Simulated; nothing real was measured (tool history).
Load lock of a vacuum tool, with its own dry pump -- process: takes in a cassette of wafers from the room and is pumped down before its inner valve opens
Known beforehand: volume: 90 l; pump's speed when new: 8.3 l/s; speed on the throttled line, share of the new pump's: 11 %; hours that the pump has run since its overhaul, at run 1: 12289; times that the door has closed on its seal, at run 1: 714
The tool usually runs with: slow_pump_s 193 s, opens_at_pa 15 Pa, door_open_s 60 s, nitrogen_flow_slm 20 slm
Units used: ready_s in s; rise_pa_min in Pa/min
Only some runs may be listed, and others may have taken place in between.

run	hour	slow_pump_s	opens_at_pa	door_open_s	nitrogen_flow_slm	hours that the pump has run since its overhaul	times that the door has closed on its seal	incoming humidity of the room's air, %	ready_s	rise_pa_min
1	0.0	193	15	60	20	12289	714	40.8	271.2	0.023
2	196.2	193	15	60	20	12486	1174	45.4	278.3	0.028
3	443.3	193	15	60	20	12733	1755	44.1	274.2	0.036
4	702.9	193	15	60	20	12992	2364	44.7	276.2	0.040
5	973.2	193	15	60	19	13263	2999	46.7	277.1	0.044
6	1246.4	119	15	60	19	13536	3640	43.2	212.3	0.052
7	1453.8	119	15	60	19	13743	4127	46.1	211.5	0.060
8	1763.2	119	15	60	19	14053	4853	45.9	212.5	0.074
9	2073.8	119	14	60	19	14363	5582	43.5	213.1	0.076
10	2241.1	119	14	60	19	14531	5975	44.7	212.1	0.082
11	2541.1	263	15	78	7	14831	6679	46.7	338.3	0.108
12	2761.4	106	15	60	4	15051	7196	41.9	201.7	0.112
13	3001.1	193	16	60	7	15291	7759	44.3	276.1	0.119
14	3172.8	201	15	41	17	15462	8162	46.2	285.6	0.118
15	3410.8	318	10	84	20	15700	8720	47.5	391.1	0.134
16	3697.9	318	19	84	20	15987	9394	46.5	382.7	0.146
17	3966.9	239	11	28	20	16256	10026	44.1	325.3	0.158
18	4165.3	374	13	35	21	16455	10491	44.4	436.0	0.158
19	4507.9	374	13	35	21	16797	11296	42.8	434.7	0.181

Consider 5 possible next runs. They are alternatives, not a sequence: every one starts from the tool as it was left by run 19. What does each give?
A	4842.2	374	18	35	21	17132	12080	44.6	?	?
B	4842.2	289	28	31	20	17132	12080	45.7	?	?
C	4842.2	374	23	35	21	17132	12080	45.7	?	?
D	4842.2	193	15	108	20	17132	12080	45.6	?	?
E	4842.2	193	15	147	20	17132	12080	43.0	?	?

run	ready_s	rise_pa_min
A	430.0	0.200
B	354.1	0.200
C	430.0	0.200
D	280.0	0.213
E	281.4	0.204
The same runs, with their run-to-run variation unchanged, on a tool lacking any hidden condition would have given:
run	ready_s	rise_pa_min
A	422.0	0.011
B	345.3	0.014
C	422.6	0.013
D	268.6	0.025
E	270.0	0.019

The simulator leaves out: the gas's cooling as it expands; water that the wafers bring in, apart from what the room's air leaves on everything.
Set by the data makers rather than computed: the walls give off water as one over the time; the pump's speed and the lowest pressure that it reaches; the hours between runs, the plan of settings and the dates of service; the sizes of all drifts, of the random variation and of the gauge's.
